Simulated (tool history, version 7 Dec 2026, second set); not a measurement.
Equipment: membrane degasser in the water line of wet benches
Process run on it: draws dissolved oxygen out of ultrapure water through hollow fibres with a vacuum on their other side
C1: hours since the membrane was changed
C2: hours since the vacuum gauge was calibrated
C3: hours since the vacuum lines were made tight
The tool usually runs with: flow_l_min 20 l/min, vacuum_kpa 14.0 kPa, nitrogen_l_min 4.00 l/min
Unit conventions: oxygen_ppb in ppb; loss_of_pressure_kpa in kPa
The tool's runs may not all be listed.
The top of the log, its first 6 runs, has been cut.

Run 7, hour 368.0: usual settings; C1 1676; C2 2466; C3 4437. Result: oxygen_ppb 202.4 ppb, loss_of_pressure_kpa 32.02 kPa.
Run 8, hour 424.2: usual settings; C1 1733; C2 2522; C3 4494. Result: oxygen_ppb 200.7 ppb, loss_of_pressure_kpa 32.28 kPa.
Run 9, hour 494.7: usual settings; C1 1803; C2 2592; C3 4564. Result: oxygen_ppb 202.6 ppb, loss_of_pressure_kpa 32.25 kPa.
Run 10, hour 533.0: usual settings but nitrogen_l_min 3.00 l/min; C1 1841; C2 2631; C3 4602. Result: oxygen_ppb 247.5 ppb, loss_of_pressure_kpa 32.15 kPa.
Run 11, hour 575.2: usual settings; C1 1883; C2 2673; C3 4645. Result: oxygen_ppb 208.2 ppb, loss_of_pressure_kpa 32.00 kPa.
Run 12, hour 618.0: usual settings; C1 1926; C2 2716; C3 4687. Result: oxygen_ppb 205.8 ppb, loss_of_pressure_kpa 32.37 kPa.
Run 13, hour 703.2: usual settings; C1 2012; C2 2801; C3 4773. Result: oxygen_ppb 204.4 ppb, loss_of_pressure_kpa 32.15 kPa.
Run 14, hour 790.5: usual settings; C1 2099; C2 2888; C3 4860. Result: oxygen_ppb 204.1 ppb, loss_of_pressure_kpa 32.36 kPa.
Run 15, hour 854.4: usual settings; C1 2163; C2 2952; C3 4924. Result: oxygen_ppb 202.0 ppb, loss_of_pressure_kpa 32.11 kPa.
Run 16, hour 929.6: usual settings; C1 2238; C2 3027; C3 4999. Result: oxygen_ppb 203.1 ppb, loss_of_pressure_kpa 32.07 kPa.
Run 17, hour 984.3: usual settings; C1 2293; C2 3082; C3 5054. Result: oxygen_ppb 203.3 ppb, loss_of_pressure_kpa 32.14 kPa.
Run 18, hour 1057.3: usual settings but flow_l_min 13 l/min, vacuum_kpa 10.4 kPa, nitrogen_l_min 3.47 l/min; C1 2366; C2 3155; C3 5127. Result: oxygen_ppb 89.2 ppb, loss_of_pressure_kpa 21.00 kPa.
Run 19, hour 1118.6: usual settings but flow_l_min 13 l/min, vacuum_kpa 10.4 kPa, nitrogen_l_min 3.47 l/min; C1 2427; C2 3216; C3 5188. Result: oxygen_ppb 90.4 ppb, loss_of_pressure_kpa 20.92 kPa.
Run 20, hour 1158.6: usual settings but flow_l_min 13 l/min, vacuum_kpa 10.4 kPa, nitrogen_l_min 3.47 l/min; C1 2467; C2 3256; C3 5228. Result: oxygen_ppb 88.0 ppb, loss_of_pressure_kpa 20.94 kPa.
Run 21, hour 1219.5: usual settings but vacuum_kpa 29.8 kPa; C1 2528; C2 3317; C3 5289. Result: oxygen_ppb 389.9 ppb, loss_of_pressure_kpa 32.11 kPa.
At hour 1228.6: seals of the vacuum lines changed.
Run 22, hour 1280.7: usual settings but flow_l_min 19 l/min, vacuum_kpa 18.3 kPa, nitrogen_l_min 9.40 l/min; C1 2587; C2 3376; C3 52. Result: oxygen_ppb 140.3 ppb, loss_of_pressure_kpa 30.61 kPa.
Run 23, hour 1365.8: usual settings but flow_l_min 18 l/min, vacuum_kpa 9.7 kPa, nitrogen_l_min 10.57 l/min; C1 2672; C2 3461; C3 137. Result: oxygen_ppb 82.9 ppb, loss_of_pressure_kpa 29.16 kPa.
Run 24, hour 1458.0: usual settings but flow_l_min 19 l/min, vacuum_kpa 16.4 kPa, nitrogen_l_min 5.40 l/min; C1 2764; C2 3554; C3 229. Result: oxygen_ppb 177.4 ppb, loss_of_pressure_kpa 30.65 kPa.

Run 25, settings as shown, results not yet in. Your forecast:
Run 25, hour 1503.6: usual settings but flow_l_min 21 l/min, vacuum_kpa 15.2 kPa, nitrogen_l_min 5.93 l/min; C1 2810; C2 3599; C3 275. Result: oxygen_ppb ?, loss_of_pressure_kpa ?.

oxygen_ppb: 187.6 ppb
loss_of_pressure_kpa: 34.14 kPa
Had the tool carried no hidden state, the very same run would have given oxygen_ppb 181.4 ppb, loss_of_pressure_kpa 33.63 kPa.

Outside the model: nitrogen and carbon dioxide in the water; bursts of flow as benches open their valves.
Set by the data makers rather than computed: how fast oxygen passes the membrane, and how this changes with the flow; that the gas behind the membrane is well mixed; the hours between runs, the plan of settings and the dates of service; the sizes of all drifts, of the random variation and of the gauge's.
